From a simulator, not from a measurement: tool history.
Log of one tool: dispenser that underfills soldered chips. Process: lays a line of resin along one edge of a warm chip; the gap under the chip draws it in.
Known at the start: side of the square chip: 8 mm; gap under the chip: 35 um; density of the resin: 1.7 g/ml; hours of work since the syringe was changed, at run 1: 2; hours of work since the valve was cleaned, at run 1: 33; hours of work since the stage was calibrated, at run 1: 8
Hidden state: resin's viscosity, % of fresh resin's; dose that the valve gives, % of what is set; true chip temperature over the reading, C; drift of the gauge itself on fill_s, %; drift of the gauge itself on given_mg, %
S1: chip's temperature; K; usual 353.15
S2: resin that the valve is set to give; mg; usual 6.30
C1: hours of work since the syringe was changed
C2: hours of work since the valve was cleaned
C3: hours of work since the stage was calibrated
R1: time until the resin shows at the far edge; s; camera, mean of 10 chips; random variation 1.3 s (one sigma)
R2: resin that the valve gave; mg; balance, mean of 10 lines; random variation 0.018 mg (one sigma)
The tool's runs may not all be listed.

| run | hour | S1 | S2 | C1 | C2 | C3 | R1 | R2 |
|---|---|---|---|---|---|---|---|---|
| 1 | 0.0 | 353.15 | 6.30 | 2 | 33 | 8 | 137.1 | 6.18 |
| 2 | 4.8 | 353.15 | 6.30 | 6 | 36 | 12 | 160.0 | 6.19 |
|  | 7.2 | new syringe of resin |
| 3 | 13.7 | 353.15 | 6.30 | 5 | 43 | 18 | 156.8 | 6.15 |
|  | 16.7 | new syringe of resin |
| 4 | 20.5 | 353.15 | 7.46 | 3 | 47 | 23 | 141.7 | 7.29 |
|  | 26.3 | new syringe of resin |
| 5 | 28.5 | 340.15 | 6.30 | 2 | 53 | 29 | 243.4 | 6.15 |
|  | 36.1 | new syringe of resin |
| 6 | 36.8 | 353.15 | 6.30 | 0 | 59 | 35 | 126.8 | 6.10 |
|  | 45.6 | new syringe of resin |
| 7 | 46.7 | 349.15 | 6.30 | 1 | 66 | 42 | 155.1 | 6.12 |
|  | 55.0 | new syringe of resin |
| 8 | 57.2 | 349.15 | 6.30 | 2 | 74 | 49 | 163.4 | 6.09 |
|  | 64.3 | new syringe of resin |
|  | 67.1 | dispensing valve cleaned and set on the balance |
| 9 | 69.2 | 349.15 | 6.30 | 3 | 2 | 57 | 172.9 | 6.26 |
|  | 74.5 | new syringe of resin |
| 10 | 77.8 | 349.15 | 6.30 | 2 | 8 | 63 | 170.6 | 6.25 |
|  | 84.0 | new syringe of resin |
| 11 | 88.3 | 349.15 | 6.30 | 3 | 15 | 71 | 174.0 | 6.22 |
|  | 93.2 | new syringe of resin |
| 12 | 95.5 | 353.15 | 6.30 | 2 | 20 | 76 | 140.5 | 6.20 |
| 13 | 101.9 | 353.15 | 6.30 | 6 | 25 | 81 | 170.9 | 6.19 |
|  | 103.0 | new syringe of resin |
| 14 | 111.6 | 353.15 | 6.30 | 6 | 32 | 88 | 168.9 | 6.17 |
|  | 112.7 | new syringe of resin |
| 15 | 119.4 | 353.15 | 6.30 | 5 | 37 | 93 | 157.2 | 6.16 |
|  | 122.1 | new syringe of resin |
| 16 | 129.5 | 353.15 | 5.75 | 6 | 45 | 100 | 160.8 | 5.58 |
|  | 131.9 | new syringe of resin |
| 17 | 140.4 | 368.15 | 6.12 | 6 | 53 | 108 | 86.8 | 5.92 |
|  | 141.2 | new syringe of resin |
|  | 150.5 | new syringe of resin |
| 18 | 152.3 | 368.15 | 6.12 | 1 | 61 | 116 | 69.5 | 5.86 |
| 19 | 158.1 | 359.15 | 8.11 | 6 | 65 | 121 | 119.8 | 7.81 |
|  | 159.9 | new syringe of resin |
| 20 | 166.5 | 359.15 | 8.11 | 5 | 71 | 127 | 117.0 | 7.76 |
|  | 169.1 | new syringe of resin |
| 21 | 172.7 | 362.15 | 7.97 | 3 | 75 | 131 | 94.4 | 7.63 |
|  | 178.4 | new syringe of resin |
|  | 180.1 | dispensing valve cleaned and set on the balance |
| 22 | 184.8 | 345.15 | 6.26 | 4 | 3 | 139 | 222.7 | 6.25 |
|  | 188.7 | new syringe of resin |
| 23 | 195.0 | 360.15 | 6.30 | 5 | 11 | 146 | 112.5 | 6.28 |

Forecast each of these 4 alternatives for the next run:
|  | 198.1 | new syringe of resin |
| A | 202.2 | 360.15 | 8.11 | 3 | 16 | 151 | ? | ? |
|  | 198.1 | new syringe of resin |
| B | 202.2 | 344.15 | 5.49 | 3 | 16 | 151 | ? | ? |
|  | 198.1 | new syringe of resin |
| C | 202.2 | 356.15 | 6.30 | 3 | 16 | 151 | ? | ? |
|  | 198.1 | new syringe of resin |
| D | 202.2 | 353.15 | 7.31 | 3 | 16 | 151 | ? | ? |

| run | R1 | R2 |
|---|---|---|
| A | 102.9 | 8.03 |
| B | 222.8 | 5.44 |
| C | 123.8 | 6.21 |
| D | 141.8 | 7.25 |
Without the tool's hidden state the same runs would have given:
| run | R1 | R2 |
|---|---|---|
| A | 89.2 | 8.10 |
| B | 192.7 | 5.49 |
| C | 107.2 | 6.26 |
| D | 122.9 | 7.31 |
